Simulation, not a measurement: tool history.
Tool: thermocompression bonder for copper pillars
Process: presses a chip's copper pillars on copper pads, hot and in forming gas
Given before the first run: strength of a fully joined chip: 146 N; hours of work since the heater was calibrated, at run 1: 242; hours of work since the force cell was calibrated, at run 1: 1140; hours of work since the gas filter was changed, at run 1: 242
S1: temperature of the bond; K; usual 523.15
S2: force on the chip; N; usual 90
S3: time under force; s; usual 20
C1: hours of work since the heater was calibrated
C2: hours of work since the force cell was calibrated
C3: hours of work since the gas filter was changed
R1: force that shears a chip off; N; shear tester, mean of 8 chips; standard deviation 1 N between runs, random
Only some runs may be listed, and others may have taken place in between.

Run 1, hour 0.0: usual settings; C1 242; C2 1140; C3 242. Result: R1 80.7 N.
Run 2, hour 41.8: usual settings; C1 259; C2 1158; C3 259. Result: R1 77.3 N.
Run 3, hour 112.2: usual settings but S1 511.15 K; C1 289; C2 1188; C3 289. Result: R1 71.2 N.
At hour 179.2: forming gas filter changed.
Run 4, hour 211.1: usual settings but S1 511.15 K; C1 330; C2 1229; C3 13. Result: R1 77.3 N.
Run 5, hour 276.6: usual settings but S1 511.15 K; C1 358; C2 1257; C3 41. Result: R1 76.8 N.
Run 6, hour 330.8: usual settings but S1 511.15 K; C1 381; C2 1280; C3 64. Result: R1 77.7 N.
Run 7, hour 394.9: usual settings but S1 511.15 K; C1 408; C2 1306; C3 91. Result: R1 76.3 N.
Run 8, hour 493.5: usual settings but S1 511.15 K; C1 449; C2 1348; C3 132. Result: R1 74.2 N.
Run 9, hour 571.1: usual settings; C1 482; C2 1381; C3 165. Result: R1 81.3 N.
Run 10, hour 642.5: usual settings; C1 512; C2 1411; C3 195. Result: R1 81.9 N.
Run 11, hour 693.2: usual settings; C1 533; C2 1432; C3 216. Result: R1 83.3 N.
Run 12, hour 780.9: usual settings; C1 570; C2 1469; C3 253. Result: R1 79.9 N.
Run 13, hour 853.6: usual settings but S1 533.15 K; C1 601; C2 1500; C3 284. Result: R1 85.8 N.
At hour 929.0: forming gas filter changed.
Run 14, hour 943.3: usual settings but S1 533.15 K; C1 638; C2 1537; C3 6. Result: R1 93.1 N.
Run 15, hour 1007.3: usual settings but S1 496.15 K; C1 665; C2 1564; C3 33. Result: R1 67.6 N.
Run 16, hour 1048.5: usual settings but S1 496.15 K; C1 683; C2 1581; C3 50. Result: R1 67.5 N.

Forecast run 17:
Run 17, hour 1143.3: usual settings but S2 67 N; C1 723; C2 1621; C3 90. Result: R1 ?.

R1: 64.3 N
If the tool had no hidden condition, the same run with the same run-to-run variation would have returned R1 68.2 N.

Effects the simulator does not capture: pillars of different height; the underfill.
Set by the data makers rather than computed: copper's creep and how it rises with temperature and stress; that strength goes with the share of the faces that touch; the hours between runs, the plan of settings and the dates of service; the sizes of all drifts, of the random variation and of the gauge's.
